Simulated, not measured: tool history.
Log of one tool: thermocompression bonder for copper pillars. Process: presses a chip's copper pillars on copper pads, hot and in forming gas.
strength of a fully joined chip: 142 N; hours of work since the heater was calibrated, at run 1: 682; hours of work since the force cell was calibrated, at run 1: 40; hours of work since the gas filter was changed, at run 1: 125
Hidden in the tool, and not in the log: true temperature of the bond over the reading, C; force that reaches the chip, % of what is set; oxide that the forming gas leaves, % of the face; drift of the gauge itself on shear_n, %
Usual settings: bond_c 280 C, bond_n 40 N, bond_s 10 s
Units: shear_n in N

| run | hour | bond_c | bond_n | bond_s | hours of work since the heater was calibrated | hours of work since the force cell was calibrated | hours of work since the gas filter was changed | shear_n |
|---|---|---|---|---|---|---|---|---|
| 1 | 0.0 | 280 | 40 | 10 | 682 | 40 | 125 | 51.9 |
|  | 26.3 | forming gas filter changed |
| 2 | 42.5 | 280 | 40 | 10 | 700 | 58 | 7 | 52.4 |
| 3 | 82.4 | 280 | 40 | 10 | 717 | 75 | 24 | 53.4 |
| 4 | 120.1 | 280 | 40 | 10 | 733 | 91 | 40 | 52.2 |
| 5 | 162.7 | 280 | 40 | 10 | 751 | 109 | 58 | 51.2 |
| 6 | 201.6 | 267 | 40 | 10 | 768 | 126 | 75 | 45.7 |
| 7 | 236.9 | 280 | 50 | 10 | 783 | 141 | 90 | 60.5 |
| 8 | 256.4 | 280 | 40 | 10 | 791 | 149 | 98 | 51.6 |
| 9 | 286.6 | 280 | 40 | 10 | 804 | 162 | 111 | 51.6 |
| 10 | 317.5 | 280 | 40 | 10 | 817 | 175 | 125 | 51.3 |
|  | 347.1 | forming gas filter changed |
| 11 | 360.6 | 280 | 29 | 10 | 835 | 193 | 6 | 41.5 |
| 12 | 398.7 | 280 | 29 | 10 | 852 | 210 | 22 | 41.9 |
| 13 | 428.2 | 280 | 29 | 10 | 864 | 222 | 35 | 41.5 |
| 14 | 454.9 | 280 | 29 | 10 | 876 | 234 | 46 | 42.1 |
| 15 | 493.6 | 280 | 40 | 10 | 892 | 250 | 63 | 51.3 |
| 16 | 529.1 | 280 | 40 | 10 | 907 | 265 | 78 | 51.0 |
| 17 | 561.8 | 280 | 40 | 10 | 921 | 279 | 92 | 51.1 |
| 18 | 587.9 | 268 | 30 | 10 | 933 | 291 | 103 | 36.4 |
| 19 | 613.9 | 280 | 30 | 27 | 944 | 302 | 114 | 60.0 |
| 20 | 651.7 | 295 | 40 | 17 | 960 | 318 | 130 | 70.0 |
|  | 666.3 | forming gas filter changed |
| 21 | 694.8 | 279 | 49 | 12 | 978 | 336 | 12 | 62.2 |
| 22 | 722.0 | 279 | 49 | 12 | 990 | 348 | 24 | 61.6 |
| 23 | 744.4 | 279 | 49 | 12 | 999 | 357 | 33 | 60.4 |
| 24 | 788.3 | 303 | 40 | 13 | 1018 | 376 | 52 | 69.6 |
| 25 | 806.0 | 264 | 40 | 28 | 1026 | 384 | 60 | 64.5 |
| 26 | 850.0 | 258 | 28 | 28 | 1044 | 402 | 79 | 46.0 |
| 27 | 889.3 | 258 | 40 | 10 | 1061 | 419 | 95 | 39.2 |
| 28 | 915.9 | 296 | 40 | 13 | 1073 | 431 | 107 | 63.5 |
| 29 | 946.1 | 296 | 40 | 13 | 1085 | 444 | 120 | 62.8 |
| 30 | 965.2 | 280 | 33 | 21 | 1094 | 452 | 128 | 57.6 |

Forecast each of these 3 alternatives for the next run:
|  | 985.1 | forming gas filter changed |
| A | 992.6 | 275 | 29 | 15 | 1105 | 463 | 3 | ? |
|  | 985.1 | forming gas filter changed |
| B | 992.6 | 279 | 33 | 21 | 1105 | 463 | 3 | ? |
|  | 985.1 | forming gas filter changed |
| C | 992.6 | 295 | 37 | 29 | 1105 | 463 | 3 | ? |

| run | shear_n |
|---|---|
| A | 44.8 |
| B | 58.3 |
| C | 79.0 |
Without the tool's hidden state the same runs would have given:
| run | shear_n |
|---|---|
| A | 49.2 |
| B | 63.5 |
| C | 84.6 |
